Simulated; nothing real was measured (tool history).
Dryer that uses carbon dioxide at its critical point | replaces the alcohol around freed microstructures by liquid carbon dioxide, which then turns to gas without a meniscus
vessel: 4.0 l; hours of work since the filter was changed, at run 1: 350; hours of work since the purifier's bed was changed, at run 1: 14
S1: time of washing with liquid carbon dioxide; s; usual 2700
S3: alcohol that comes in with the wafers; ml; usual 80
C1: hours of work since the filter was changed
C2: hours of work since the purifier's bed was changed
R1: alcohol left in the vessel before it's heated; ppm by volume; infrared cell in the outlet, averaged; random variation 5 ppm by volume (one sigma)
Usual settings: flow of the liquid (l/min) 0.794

{"run": 1, "hour": 0.0, "S1": 2700, "flow of the liquid (l/min)": 0.794, "S3": 80, "C1": 350, "C2": 14, "R1": 25}
{"run": 2, "hour": 23.0, "S1": 2700, "flow of the liquid (l/min)": 0.794, "S3": 80, "C1": 361, "C2": 25, "R1": 8}
{"run": 3, "hour": 49.5, "S1": 2700, "flow of the liquid (l/min)": 0.794, "S3": 80, "C1": 374, "C2": 38, "R1": 29}
{"run": 4, "hour": 85.7, "S1": 2700, "flow of the liquid (l/min)": 0.794, "S3": 80, "C1": 391, "C2": 56, "R1": 41}
{"run": 5, "hour": 108.8, "S1": 3900, "flow of the liquid (l/min)": 0.794, "S3": 80, "C1": 403, "C2": 67, "R1": 27}
{"run": 6, "hour": 137.7, "S1": 2700, "flow of the liquid (l/min)": 0.794, "S3": 35, "C1": 417, "C2": 81, "R1": 33}
{"run": 7, "hour": 177.5, "S1": 2700, "flow of the liquid (l/min)": 0.794, "S3": 93, "C1": 436, "C2": 100, "R1": 55}
{"run": 8, "hour": 217.6, "S1": 2700, "flow of the liquid (l/min)": 0.794, "S3": 80, "C1": 455, "C2": 120, "R1": 58}
{"run": 9, "hour": 250.3, "S1": 2700, "flow of the liquid (l/min)": 0.794, "S3": 80, "C1": 471, "C2": 136, "R1": 54}
{"hour": 269.2, "done": "inlet filter changed"}
{"run": 10, "hour": 272.5, "S1": 2700, "flow of the liquid (l/min)": 0.794, "S3": 80, "C1": 2, "C2": 146, "R1": 55}
{"run": 11, "hour": 292.4, "S1": 2640, "flow of the liquid (l/min)": 0.794, "S3": 38, "C1": 11, "C2": 155, "R1": 54}
{"run": 12, "hour": 326.4, "S1": 3300, "flow of the liquid (l/min)": 0.794, "S3": 43, "C1": 28, "C2": 172, "R1": 69}
{"run": 13, "hour": 366.9, "S1": 1800, "flow of the liquid (l/min)": 0.52, "S3": 36, "C1": 47, "C2": 192, "R1": 293}
{"run": 14, "hour": 389.8, "S1": 1800, "flow of the liquid (l/min)": 0.52, "S3": 36, "C1": 58, "C2": 203, "R1": 288}
{"run": 15, "hour": 419.6, "S1": 2100, "flow of the liquid (l/min)": 0.799, "S3": 36, "C1": 73, "C2": 217, "R1": 92}
{"run": 16, "hour": 450.8, "S1": 2220, "flow of the liquid (l/min)": 1.251, "S3": 34, "C1": 88, "C2": 232, "R1": 84}
{"run": 17, "hour": 493.1, "S1": 2700, "flow of the liquid (l/min)": 0.686, "S3": 28, "C1": 109, "C2": 253, "R1": 95}
{"run": 18, "hour": 529.1, "S1": 2160, "flow of the liquid (l/min)": 1.008, "S3": 80, "C1": 126, "C2": 270, "R1": 99}
{"run": 19, "hour": 566.3, "S1": 2160, "flow of the liquid (l/min)": 0.478, "S3": 27, "C1": 144, "C2": 288, "R1": 222}

5 ways to go on from here, each from the tool as it stands after run 19. What would each give?
{"run": "A", "hour": 602.6, "S1": 3000, "flow of the liquid (l/min)": 1.209, "S3": 57, "C1": 162, "C2": 306, "R1": "?"}
{"run": "B", "hour": 602.6, "S1": 2700, "flow of the liquid (l/min)": 1.159, "S3": 80, "C1": 162, "C2": 306, "R1": "?"}
{"run": "C", "hour": 602.6, "S1": 2340, "flow of the liquid (l/min)": 0.794, "S3": 21, "C1": 162, "C2": 306, "R1": "?"}
{"run": "D", "hour": 602.6, "S1": 2700, "flow of the liquid (l/min)": 1.173, "S3": 80, "C1": 162, "C2": 306, "R1": "?"}
{"run": "E", "hour": 602.6, "S1": 3540, "flow of the liquid (l/min)": 0.478, "S3": 27, "C1": 162, "C2": 306, "R1": "?"}

run=A R1=104
run=B R1=101
run=C R1=107
run=D R1=119
run=E R1=118
Without the tool's hidden state the same runs would have given:
run=A R1=5
run=B R1=1
run=C R1=5
run=D R1=17
run=E R1=15
